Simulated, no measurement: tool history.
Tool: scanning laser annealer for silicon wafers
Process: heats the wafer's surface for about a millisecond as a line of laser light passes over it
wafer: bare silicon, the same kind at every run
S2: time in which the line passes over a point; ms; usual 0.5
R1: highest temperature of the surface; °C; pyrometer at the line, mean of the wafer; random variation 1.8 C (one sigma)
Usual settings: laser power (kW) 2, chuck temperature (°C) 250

run 1 hour=0 | laser_power_(kW)=2 S2=0.5 chuck_temperature_(°C)=250 | R1=986
run 2 hour=23 | laser_power_(kW)=2 S2=0.5 chuck_temperature_(°C)=250 | R1=984
run 3 hour=44.7 | laser_power_(kW)=2 S2=0.5 chuck_temperature_(°C)=250 | R1=981
run 4 hour=59.3 | laser_power_(kW)=2 S2=0.498 chuck_temperature_(°C)=250 | R1=982
run 5 hour=76.3 | laser_power_(kW)=2 S2=0.498 chuck_temperature_(°C)=250 | R1=982
run 6 hour=94.9 | laser_power_(kW)=2 S2=0.498 chuck_temperature_(°C)=250 | R1=984
run 7 hour=118.4 | laser_power_(kW)=2 S2=0.49 chuck_temperature_(°C)=250 | R1=971
run 8 hour=134.7 | laser_power_(kW)=2 S2=0.49 chuck_temperature_(°C)=250 | R1=974
run 9 hour=146.1 | laser_power_(kW)=2 S2=0.49 chuck_temperature_(°C)=250 | R1=973
run 10 hour=167.5 | laser_power_(kW)=2 S2=0.49 chuck_temperature_(°C)=250 | R1=971
run 11 hour=186.1 | laser_power_(kW)=2 S2=0.49 chuck_temperature_(°C)=250 | R1=971
run 12 hour=198.8 | laser_power_(kW)=2.149 S2=0.5 chuck_temperature_(°C)=250 | R1=1039
run 13 hour=213.1 | laser_power_(kW)=2.149 S2=0.5 chuck_temperature_(°C)=250 | R1=1036
run 14 hour=226.2 | laser_power_(kW)=2.149 S2=0.5 chuck_temperature_(°C)=250 | R1=1037
run 15 hour=248.3 | laser_power_(kW)=2.149 S2=0.5 chuck_temperature_(°C)=250 | R1=1034
run 16 hour=271.9 | laser_power_(kW)=2.149 S2=0.5 chuck_temperature_(°C)=250 | R1=1034
run 17 hour=288.2 | laser_power_(kW)=2.149 S2=0.5 chuck_temperature_(°C)=250 | R1=1029
-- hour=292 window over the wafer cleaned
run 18 hour=314.4 | laser_power_(kW)=2 S2=0.5 chuck_temperature_(°C)=250 | R1=970
run 19 hour=336.4 | laser_power_(kW)=2 S2=0.5 chuck_temperature_(°C)=250 | R1=967
run 20 hour=351.9 | laser_power_(kW)=2 S2=0.5 chuck_temperature_(°C)=250 | R1=967
run 21 hour=373.1 | laser_power_(kW)=2 S2=0.5 chuck_temperature_(°C)=289 | R1=1005
-- hour=382.9 window over the wafer cleaned, once more
run 22 hour=386.9 | laser_power_(kW)=2 S2=0.594 chuck_temperature_(°C)=249 | R1=1071
run 23 hour=409.1 | laser_power_(kW)=2 S2=0.594 chuck_temperature_(°C)=249 | R1=1072
run 24 hour=424.4 | laser_power_(kW)=2 S2=0.594 chuck_temperature_(°C)=249 | R1=1070
run 25 hour=446 | laser_power_(kW)=1.74 S2=0.48 chuck_temperature_(°C)=217 | R1=846
run 26 hour=462.6 | laser_power_(kW)=2.128 S2=0.361 chuck_temperature_(°C)=281 | R1=955
run 27 hour=476.7 | laser_power_(kW)=1.819 S2=0.464 chuck_temperature_(°C)=250 | R1=898
run 28 hour=496.8 | laser_power_(kW)=1.759 S2=0.585 chuck_temperature_(°C)=248 | R1=957
run 29 hour=519.1 | laser_power_(kW)=1.848 S2=0.463 chuck_temperature_(°C)=229 | R1=887
run 30 hour=537.2 | laser_power_(kW)=1.742 S2=0.401 chuck_temperature_(°C)=254 | R1=828
run 31 hour=552.6 | laser_power_(kW)=1.785 S2=0.401 chuck_temperature_(°C)=245 | R1=833
run 32 hour=576 | laser_power_(kW)=1.785 S2=0.401 chuck_temperature_(°C)=245 | R1=831
run 33 hour=599.8 | laser_power_(kW)=2 S2=0.351 chuck_temperature_(°C)=250 | R1=871
run 34 hour=621.7 | laser_power_(kW)=2 S2=0.498 chuck_temperature_(°C)=245 | R1=983
run 35 hour=645.9 | laser_power_(kW)=1.723 S2=0.568 chuck_temperature_(°C)=245 | R1=925
run 36 hour=668.7 | laser_power_(kW)=1.723 S2=0.586 chuck_temperature_(°C)=256 | R1=944
run 37 hour=690 | laser_power_(kW)=1.723 S2=0.586 chuck_temperature_(°C)=256 | R1=943
run 38 hour=706 | laser_power_(kW)=1.723 S2=0.586 chuck_temperature_(°C)=256 | R1=945
run 39 hour=728.9 | laser_power_(kW)=1.723 S2=0.586 chuck_temperature_(°C)=253 | R1=939
run 40 hour=748 | laser_power_(kW)=1.952 S2=0.538 chuck_temperature_(°C)=270 | R1=1016

Forecast run 41:
run 41 hour=770.1 | laser_power_(kW)=2.176 S2=0.397 chuck_temperature_(°C)=229 | R1=?

{"run 41": {"R1": 943}}
Without the tool's hidden state the same run would have given R1 959 °C.

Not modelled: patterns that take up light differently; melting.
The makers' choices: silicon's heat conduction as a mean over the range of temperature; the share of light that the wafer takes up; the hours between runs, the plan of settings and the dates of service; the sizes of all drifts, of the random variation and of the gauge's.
